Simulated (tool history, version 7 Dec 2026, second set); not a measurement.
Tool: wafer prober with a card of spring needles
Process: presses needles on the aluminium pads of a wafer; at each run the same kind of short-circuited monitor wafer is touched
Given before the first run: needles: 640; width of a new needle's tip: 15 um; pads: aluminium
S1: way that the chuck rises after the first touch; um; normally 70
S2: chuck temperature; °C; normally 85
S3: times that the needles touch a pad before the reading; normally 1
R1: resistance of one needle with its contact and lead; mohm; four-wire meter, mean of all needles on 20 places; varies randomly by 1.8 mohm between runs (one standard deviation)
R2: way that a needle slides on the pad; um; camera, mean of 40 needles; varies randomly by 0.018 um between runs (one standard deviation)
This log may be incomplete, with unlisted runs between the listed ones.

run	day	S1	S2	S3	R1	R2
1	0.000	70	85	1	181	10.72
# day 0.171: tips cleaned on abrasive film
# day 0.588: tips cleaned on abrasive film
# day 1.008: tips cleaned on abrasive film
# day 1.346: tips cleaned on abrasive film
# day 1.762: tips cleaned on abrasive film
2	1.896	70	85	1	181	10.68
# day 2.146: tips cleaned on abrasive film
# day 2.567: tips cleaned on abrasive film
# day 2.988: tips cleaned on abrasive film
# day 3.000: height of the first contact set anew
# day 3.417: tips cleaned on abrasive film
# day 3.754: tips cleaned on abrasive film
# day 4.171: tips cleaned on abrasive film
# day 4.592: tips cleaned on abrasive film
# day 4.929: tips cleaned on abrasive film
3	5.208	70	62	1	175	10.68
# day 5.296: tips cleaned on abrasive film
# day 5.717: tips cleaned on abrasive film
# day 6.133: tips cleaned on abrasive film
# day 6.554: tips cleaned on abrasive film
# day 6.971: tips cleaned on abrasive film
# day 7.392: tips cleaned on abrasive film
# day 7.808: tips cleaned on abrasive film
# day 8.229: tips cleaned on abrasive film
4	8.379	70	85	1	180	10.70
# day 8.633: tips cleaned on abrasive film
# day 9.050: tips cleaned on abrasive film
# day 9.471: tips cleaned on abrasive film
# day 9.892: tips cleaned on abrasive film
# day 10.225: tips cleaned on abrasive film
# day 10.646: tips cleaned on abrasive film
# day 11.062: tips cleaned on abrasive film
5	11.312	70	85	1	184	10.67
# day 11.400: tips cleaned on abrasive film
# day 11.821: tips cleaned on abrasive film
# day 12.238: tips cleaned on abrasive film
# day 12.658: tips cleaned on abrasive film
# day 12.992: tips cleaned on abrasive film
# day 13.371: tips cleaned on abrasive film
6	13.371	70	85	1	181	10.69
# day 13.792: tips cleaned on abrasive film
# day 13.971: height of the first contact set anew
# day 14.221: tips cleaned on abrasive film
# day 14.642: tips cleaned on abrasive film
# day 15.058: tips cleaned on abrasive film
# day 15.479: tips cleaned on abrasive film
# day 15.900: tips cleaned on abrasive film
# day 16.317: tips cleaned on abrasive film
# day 16.738: tips cleaned on abrasive film
7	16.742	70	85	1	179	10.69
# day 17.079: tips cleaned on abrasive film
# day 17.496: tips cleaned on abrasive film
# day 17.833: tips cleaned on abrasive film
# day 18.250: tips cleaned on abrasive film
# day 18.671: tips cleaned on abrasive film
# day 19.008: tips cleaned on abrasive film
8	19.275	70	85	1	179	10.65
# day 19.362: tips cleaned on abrasive film
# day 19.696: tips cleaned on abrasive film
# day 20.117: tips cleaned on abrasive film
# day 20.538: tips cleaned on abrasive film
# day 20.871: tips cleaned on abrasive film
# day 21.292: tips cleaned on abrasive film
# day 21.625: tips cleaned on abrasive film
9	21.854	70	85	1	180	10.66
# day 22.025: tips cleaned on abrasive film
# day 22.446: tips cleaned on abrasive film
# day 22.862: tips cleaned on abrasive film
# day 23.283: tips cleaned on abrasive film
# day 23.700: tips cleaned on abrasive film
# day 24.121: tips cleaned on abrasive film
# day 24.458: tips cleaned on abrasive film
10	24.721	70	122	1	190	10.68
# day 24.808: tips cleaned on abrasive film
# day 24.904: height of the first contact set anew
# day 25.242: tips cleaned on abrasive film
# day 25.658: tips cleaned on abrasive film
# day 26.079: tips cleaned on abrasive film
# day 26.496: tips cleaned on abrasive film
# day 26.917: tips cleaned on abrasive film
11	27.058	84	83	3	177	12.77
# day 27.312: tips cleaned on abrasive film
# day 27.729: tips cleaned on abrasive film
# day 28.150: tips cleaned on abrasive film
# day 28.567: tips cleaned on abrasive film
# day 28.988: tips cleaned on abrasive film
# day 29.404: tips cleaned on abrasive film
12	29.571	84	58	2	173	12.77
# day 29.746: tips cleaned on abrasive film
# day 30.079: tips cleaned on abrasive film
# day 30.500: tips cleaned on abrasive film
# day 30.838: tips cleaned on abrasive film
# day 31.254: tips cleaned on abrasive film
# day 31.675: tips cleaned on abrasive film
# day 32.008: tips cleaned on abrasive film
# day 32.429: tips cleaned on abrasive film
# day 32.846: tips cleaned on abrasive film
13	32.954	84	58	2	173	12.76
# day 33.208: tips cleaned on abrasive film
# day 33.629: tips cleaned on abrasive film
# day 34.046: tips cleaned on abrasive film
# day 34.467: tips cleaned on abrasive film
# day 34.883: tips cleaned on abrasive film
# day 35.221: tips cleaned on abrasive film
# day 35.642: tips cleaned on abrasive film
# day 35.817: height of the first contact set anew
# day 36.071: tips cleaned on abrasive film
14	36.279	83	35	1	164	12.59
# day 36.446: tips cleaned on abrasive film
# day 36.867: tips cleaned on abrasive film
# day 37.283: tips cleaned on abrasive film
# day 37.783: card fitted with new needles
# day 38.121: tips cleaned on abrasive film
# day 38.512: tips cleaned on abrasive film
15	38.512	70	58	2	178	10.62
# day 38.850: tips cleaned on abrasive film
# day 39.271: tips cleaned on abrasive film
# day 39.604: tips cleaned on abrasive film
# day 40.025: tips cleaned on abrasive film
# day 40.442: tips cleaned on abrasive film
# day 40.862: tips cleaned on abrasive film
# day 41.262: tips cleaned on abrasive film
16	41.262	70	85	1	182	10.60
# day 41.679: tips cleaned on abrasive film
# day 42.100: tips cleaned on abrasive film
# day 42.517: tips cleaned on abrasive film
# day 42.912: tips cleaned on abrasive film
17	42.912	70	85	1	182	10.60
# day 43.329: tips cleaned on abrasive film
# day 43.667: tips cleaned on abrasive film
# day 44.083: tips cleaned on abrasive film
# day 44.421: tips cleaned on abrasive film
18	44.625	70	30	1	169	10.62
# day 44.796: tips cleaned on abrasive film
# day 45.212: tips cleaned on abrasive film
# day 45.550: tips cleaned on abrasive film
# day 45.971: tips cleaned on abrasive film
# day 46.388: tips cleaned on abrasive film
19	46.588	70	30	1	171	10.62
# day 46.758: tips cleaned on abrasive film
# day 47.179: tips cleaned on abrasive film
# day 47.512: tips cleaned on abrasive film
# day 47.933: tips cleaned on abrasive film
# day 48.350: tips cleaned on abrasive film
# day 48.688: tips cleaned on abrasive film
# day 48.700: height of the first contact set anew
# day 49.121: tips cleaned on abrasive film
# day 49.538: tips cleaned on abrasive film
# day 49.921: tips cleaned on abrasive film
20	49.921	53	43	2	177	8.01

Here are 3 independent what-if runs from the current tool condition. What would each one return?
# day 50.338: tips cleaned on abrasive film
# day 50.758: tips cleaned on abrasive film
# day 51.179: tips cleaned on abrasive film
# day 51.596: tips cleaned on abrasive film
# day 52.017: tips cleaned on abrasive film
# day 52.433: tips cleaned on abrasive film
A	52.621	53	43	3	?	?
# day 50.338: tips cleaned on abrasive film
# day 50.758: tips cleaned on abrasive film
# day 51.179: tips cleaned on abrasive film
# day 51.596: tips cleaned on abrasive film
# day 52.017: tips cleaned on abrasive film
# day 52.433: tips cleaned on abrasive film
B	52.621	76	31	2	?	?
# day 50.338: tips cleaned on abrasive film
# day 50.758: tips cleaned on abrasive film
# day 51.179: tips cleaned on abrasive film
# day 51.596: tips cleaned on abrasive film
# day 52.017: tips cleaned on abrasive film
# day 52.433: tips cleaned on abrasive film
C	52.621	78	45	1	?	?

run	R1	R2
A	180	8.00
B	169	11.49
C	170	11.81
Had the tool no hidden state, the same runs would have come out as:
run	R1	R2
A	180	8.09
B	169	11.62
C	170	11.95

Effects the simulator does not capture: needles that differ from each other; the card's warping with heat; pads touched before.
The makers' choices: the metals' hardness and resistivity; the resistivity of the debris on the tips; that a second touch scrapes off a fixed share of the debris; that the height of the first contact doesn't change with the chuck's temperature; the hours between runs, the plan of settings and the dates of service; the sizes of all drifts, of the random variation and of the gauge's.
